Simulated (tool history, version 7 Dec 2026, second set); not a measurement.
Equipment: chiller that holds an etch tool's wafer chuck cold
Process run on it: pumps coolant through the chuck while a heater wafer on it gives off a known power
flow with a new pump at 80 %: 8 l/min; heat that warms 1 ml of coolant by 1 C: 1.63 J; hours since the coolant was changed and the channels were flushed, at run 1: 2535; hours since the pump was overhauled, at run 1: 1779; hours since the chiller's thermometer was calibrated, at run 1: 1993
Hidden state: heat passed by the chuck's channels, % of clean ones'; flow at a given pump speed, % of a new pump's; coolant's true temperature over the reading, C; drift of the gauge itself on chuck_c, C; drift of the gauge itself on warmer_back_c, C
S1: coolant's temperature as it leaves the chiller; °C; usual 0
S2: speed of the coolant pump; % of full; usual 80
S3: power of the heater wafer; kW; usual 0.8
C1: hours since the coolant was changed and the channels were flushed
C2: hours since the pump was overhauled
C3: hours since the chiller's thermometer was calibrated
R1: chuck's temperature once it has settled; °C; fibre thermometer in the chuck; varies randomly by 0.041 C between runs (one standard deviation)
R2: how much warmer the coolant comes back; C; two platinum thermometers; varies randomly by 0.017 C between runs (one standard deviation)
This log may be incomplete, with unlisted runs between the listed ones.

run    hour  S1  S2     S3    C1    C2    C3     R1    R2
  1       0   0  80    0.8  2535  1779  1993   8.74   3.8
  2    32.9   0  80    0.8  2568  1812  2026   8.72  3.75
  3    84.1   0  80    0.8  2619  1863  2077   8.64  3.77
  4   155.2   9  80    0.8  2690  1934  2148  17.68  3.78
  5   214.5   9  80    0.8  2750  1994  2208  17.77  3.77
  6   253.4   9  80    0.8  2788  2032  2246  17.71  3.79
  7   290.9   0  80      1  2826  2070  2284  11.12  4.74
  8   352.4   0  80    0.8  2887  2131  2345   8.76   3.8
  9   407.7   0  80    0.8  2943  2187  2401   8.81   3.8
 10   463.9   0  80  0.894  2999  2243  2457   9.84  4.27
 11   505.5   0  80  0.894  3041  2285  2499   9.86  4.24
 12   540.6   0  80  0.721  3076  2320  2534   7.73  3.46
 13     574  -5  80    0.8  3109  2353  2567   3.76  3.81
 14   637.7  -5  77    0.8  3173  2417  2631   4.13  3.96
 15   711.7   0  80    0.8  3247  2491  2705   8.81  3.83
 16   786.6   0  63    0.8  3322  2566  2780  11.29  4.93
        852  -- coolant changed, channels flushed
 17   872.8   0  84    0.8    21  2646  2860   7.58  3.62
 18   935.9   0  84    0.8    84  2709  2923   7.55  3.64
 19   986.2   0  84    0.8   134  2759  2973   7.55  3.63
 20  1061.2   3  63  1.053   209  2834  3048  16.82   6.5
 21  1114.9   0  63    0.8   263  2888  3102  10.41  4.92
 22  1195.4   0  63    0.8   343  2968  3182  10.37  4.96
 23    1275   7  60  0.481   423  3048  3262  13.19  3.13
 24  1326.5   7  60  0.481   475  3100  3314  13.16  3.12
 25  1401.4   0  80  0.466   549  3174  3388   4.17  2.22
 26    1479   0  80  0.466   627  3252  3466   4.19  2.24
 27  1515.5   0  67  0.547   663  3288  3502   6.39  3.19
 28  1588.2   0  65  0.531   736  3361  3575   6.34  3.19
 29  1639.9  -7  95  0.531   788  3413  3627  -2.89  2.13
 30  1683.5   0  72    0.8   832  3457  3671   8.92   4.3
 31  1741.9   0  72    0.8   890  3515  3729   9.03  4.31

What if the next run were any one of these 4? Each begins from the tool's condition after run 31:
  A  1790.4  -5  72  0.714  938  3563  3777   ?   ?
  B  1790.4   0  72  0.527  938  3563  3777   ?   ?
  C  1790.4  -7  87  0.935  938  3563  3777   ?   ?
  D  1790.4   0  64  0.515  938  3563  3777   ?   ?

run    R1    R2
  A  2.86  3.85
  B  5.54  2.84
  C  1.79  4.13
  D  6.26  3.16
Had the tool no hidden state, the same runs would have come out as:
run    R1    R2
  A  3.32  3.68
  B  6.16  2.71
  C   2.2  3.94
  D  6.84  3.02

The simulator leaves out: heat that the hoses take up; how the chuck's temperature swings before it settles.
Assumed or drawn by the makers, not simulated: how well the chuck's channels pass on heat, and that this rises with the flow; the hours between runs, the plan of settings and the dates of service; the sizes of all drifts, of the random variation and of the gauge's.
